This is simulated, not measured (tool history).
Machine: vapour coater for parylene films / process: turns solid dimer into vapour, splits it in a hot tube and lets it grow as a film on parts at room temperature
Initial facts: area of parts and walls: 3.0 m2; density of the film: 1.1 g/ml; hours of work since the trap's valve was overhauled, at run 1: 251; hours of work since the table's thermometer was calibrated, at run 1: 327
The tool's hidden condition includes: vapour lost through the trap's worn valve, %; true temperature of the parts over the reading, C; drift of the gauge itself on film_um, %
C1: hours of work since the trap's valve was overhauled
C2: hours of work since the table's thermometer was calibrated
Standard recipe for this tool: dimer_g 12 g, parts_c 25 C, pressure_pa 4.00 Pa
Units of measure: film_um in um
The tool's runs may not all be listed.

{"run": 1, "hour": 0.0, "dimer_g": 12, "parts_c": 25, "pressure_pa": 4.0, "C1": 251, "C2": 327, "film_um": 1.91}
{"run": 2, "hour": 12.4, "dimer_g": 12, "parts_c": 25, "pressure_pa": 10.27, "C1": 260, "C2": 337, "film_um": 1.6}
{"run": 3, "hour": 30.4, "dimer_g": 12, "parts_c": 25, "pressure_pa": 10.27, "C1": 274, "C2": 351, "film_um": 1.57}
{"run": 4, "hour": 47.5, "dimer_g": 12, "parts_c": 25, "pressure_pa": 2.3, "C1": 288, "C2": 364, "film_um": 2.11}
{"run": 5, "hour": 67.7, "dimer_g": 7, "parts_c": 25, "pressure_pa": 2.3, "C1": 304, "C2": 380, "film_um": 1.22}
{"run": 6, "hour": 80.3, "dimer_g": 12, "parts_c": 23, "pressure_pa": 4.0, "C1": 314, "C2": 390, "film_um": 2.0}
{"run": 7, "hour": 102.8, "dimer_g": 12, "parts_c": 23, "pressure_pa": 4.0, "C1": 331, "C2": 408, "film_um": 2.05}
{"run": 8, "hour": 128.2, "dimer_g": 12, "parts_c": 23, "pressure_pa": 4.0, "C1": 351, "C2": 427, "film_um": 2.01}
{"run": 9, "hour": 148.4, "dimer_g": 12, "parts_c": 25, "pressure_pa": 4.0, "C1": 367, "C2": 443, "film_um": 1.85}
{"run": 10, "hour": 170.0, "dimer_g": 12, "parts_c": 25, "pressure_pa": 4.0, "C1": 384, "C2": 460, "film_um": 1.83}
{"run": 11, "hour": 183.4, "dimer_g": 12, "parts_c": 25, "pressure_pa": 4.0, "C1": 394, "C2": 471, "film_um": 1.85}
{"run": 12, "hour": 201.9, "dimer_g": 12, "parts_c": 22, "pressure_pa": 4.0, "C1": 409, "C2": 485, "film_um": 2.09}
{"run": 13, "hour": 213.8, "dimer_g": 12, "parts_c": 22, "pressure_pa": 4.0, "C1": 418, "C2": 494, "film_um": 2.08}
{"run": 14, "hour": 229.8, "dimer_g": 12, "parts_c": 22, "pressure_pa": 4.0, "C1": 431, "C2": 507, "film_um": 2.07}
{"run": 15, "hour": 251.4, "dimer_g": 12, "parts_c": 22, "pressure_pa": 4.0, "C1": 447, "C2": 524, "film_um": 2.04}
{"run": 16, "hour": 266.0, "dimer_g": 12, "parts_c": 29, "pressure_pa": 4.0, "C1": 459, "C2": 535, "film_um": 1.51}
{"run": 17, "hour": 280.2, "dimer_g": 17, "parts_c": 27, "pressure_pa": 4.91, "C1": 470, "C2": 546, "film_um": 2.22}
{"hour": 300.0, "done": "trap's valve overhauled"}
{"run": 18, "hour": 307.3, "dimer_g": 8, "parts_c": 27, "pressure_pa": 4.91, "C1": 6, "C2": 564, "film_um": 1.2}
{"run": 19, "hour": 319.8, "dimer_g": 22, "parts_c": 27, "pressure_pa": 3.16, "C1": 16, "C2": 574, "film_um": 3.57}
{"run": 20, "hour": 341.0, "dimer_g": 10, "parts_c": 25, "pressure_pa": 3.0, "C1": 32, "C2": 591, "film_um": 1.77}
{"run": 21, "hour": 367.1, "dimer_g": 12, "parts_c": 35, "pressure_pa": 3.36, "C1": 52, "C2": 611, "film_um": 1.35}
{"run": 22, "hour": 387.7, "dimer_g": 12, "parts_c": 34, "pressure_pa": 2.15, "C1": 69, "C2": 627, "film_um": 1.54}
{"run": 23, "hour": 400.8, "dimer_g": 7, "parts_c": 21, "pressure_pa": 2.15, "C1": 79, "C2": 638, "film_um": 1.55}
{"run": 24, "hour": 422.7, "dimer_g": 8, "parts_c": 25, "pressure_pa": 4.0, "C1": 96, "C2": 655, "film_um": 1.33}
{"run": 25, "hour": 444.1, "dimer_g": 8, "parts_c": 31, "pressure_pa": 4.0, "C1": 113, "C2": 672, "film_um": 1.01}
{"run": 26, "hour": 457.6, "dimer_g": 22, "parts_c": 23, "pressure_pa": 3.03, "C1": 123, "C2": 682, "film_um": 4.09}
{"run": 27, "hour": 471.2, "dimer_g": 5, "parts_c": 25, "pressure_pa": 3.09, "C1": 134, "C2": 693, "film_um": 0.83}
{"run": 28, "hour": 484.0, "dimer_g": 14, "parts_c": 30, "pressure_pa": 6.89, "C1": 144, "C2": 703, "film_um": 1.66}

3 ways to go on from here, each from the tool as it stands after run 28. What would each give?
{"run": "A", "hour": 503.0, "dimer_g": 12, "parts_c": 20, "pressure_pa": 4.0, "C1": 159, "C2": 718, "film_um": "?"}
{"run": "B", "hour": 503.0, "dimer_g": 12, "parts_c": 31, "pressure_pa": 4.0, "C1": 159, "C2": 718, "film_um": "?"}
{"run": "C", "hour": 503.0, "dimer_g": 14, "parts_c": 30, "pressure_pa": 2.34, "C1": 159, "C2": 718, "film_um": "?"}

run=A film_um=2.43
run=B film_um=1.49
run=C film_um=2.01
Without the tool's unlogged condition, the same runs would have read:
run=A film_um=2.56
run=B film_um=1.57
run=C film_um=2.12
